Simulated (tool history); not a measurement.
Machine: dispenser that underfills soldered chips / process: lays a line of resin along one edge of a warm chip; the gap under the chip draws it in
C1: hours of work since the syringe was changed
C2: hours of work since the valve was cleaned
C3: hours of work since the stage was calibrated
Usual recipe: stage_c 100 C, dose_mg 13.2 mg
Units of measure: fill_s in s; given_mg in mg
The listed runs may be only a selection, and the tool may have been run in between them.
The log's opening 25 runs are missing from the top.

At hour 146.5: new syringe of resin.
Run 26, hour 147.5: usual settings but stage_c 108 C, dose_mg 13.1 mg; C1 1; C2 43; C3 269. Result: fill_s 28.4 s, given_mg 12.83 mg.
Run 27, hour 151.7: usual settings but dose_mg 11.3 mg; C1 4; C2 46; C3 272. Result: fill_s 41.2 s, given_mg 11.05 mg.
Run 28, hour 157.6: usual settings but dose_mg 11.3 mg; C1 8; C2 51; C3 276. Result: fill_s 49.6 s, given_mg 11.04 mg.
At hour 159.9: new syringe of resin.
Run 29, hour 165: usual settings but dose_mg 11.3 mg; C1 4; C2 56; C3 282. Result: fill_s 40.5 s, given_mg 10.99 mg.
At hour 173: new syringe of resin.
Run 30, hour 173.8: usual settings but dose_mg 11.3 mg; C1 1; C2 63; C3 288. Result: fill_s 35.1 s, given_mg 10.94 mg.
Run 31, hour 181: usual settings but stage_c 104 C; C1 6; C2 68; C3 294. Result: fill_s 38.8 s, given_mg 12.82 mg.
At hour 186.2: new syringe of resin.
Run 32, hour 188.5: usual settings but dose_mg 11.4 mg; C1 2; C2 73; C3 299. Result: fill_s 37.3 s, given_mg 11.06 mg.
At hour 191.6: dispensing valve cleaned and set on the balance.
Run 33, hour 194.8: usual settings but stage_c 102 C, dose_mg 11.5 mg; C1 6; C2 2; C3 303. Result: fill_s 41.5 s, given_mg 11.49 mg.
Run 34, hour 199.9: usual settings but stage_c 113 C, dose_mg 17.1 mg; C1 10; C2 6; C3 307. Result: fill_s 34.4 s, given_mg 17.03 mg.
At hour 201: new syringe of resin.
Run 35, hour 208.5: usual settings but stage_c 88 C, dose_mg 14.8 mg; C1 6; C2 13; C3 313. Result: fill_s 60.6 s, given_mg 14.72 mg.
At hour 214.3: new syringe of resin.
Run 36, hour 215.2: usual settings but stage_c 111 C, dose_mg 12.7 mg; C1 1; C2 17; C3 318. Result: fill_s 26 s, given_mg 12.59 mg.
Run 37, hour 222.2: usual settings but dose_mg 16.2 mg; C1 6; C2 23; C3 323. Result: fill_s 42.8 s, given_mg 16.04 mg.

Here are 3 independent what-if runs from the current tool condition. What would each one return?
Run A, hour 226.6: usual settings but stage_c 94 C, dose_mg 15.4 mg; C1 9; C2 26; C3 327. Result: fill_s ?, given_mg ?.
Run B, hour 226.6: usual settings but dose_mg 11.7 mg; C1 9; C2 26; C3 327. Result: fill_s ?, given_mg ?.
Run C, hour 226.6: usual settings but dose_mg 12.3 mg; C1 9; C2 26; C3 327. Result: fill_s ?, given_mg ?.

run  fill_s  given_mg
  A    59.5     15.16
  B    52.4     11.54
  C    51.3     12.19
Had the tool no hidden state, the same runs would have come out as:
run  fill_s  given_mg
  A    36.7     15.33
  B    32.3     11.67
  C    31.6     12.33
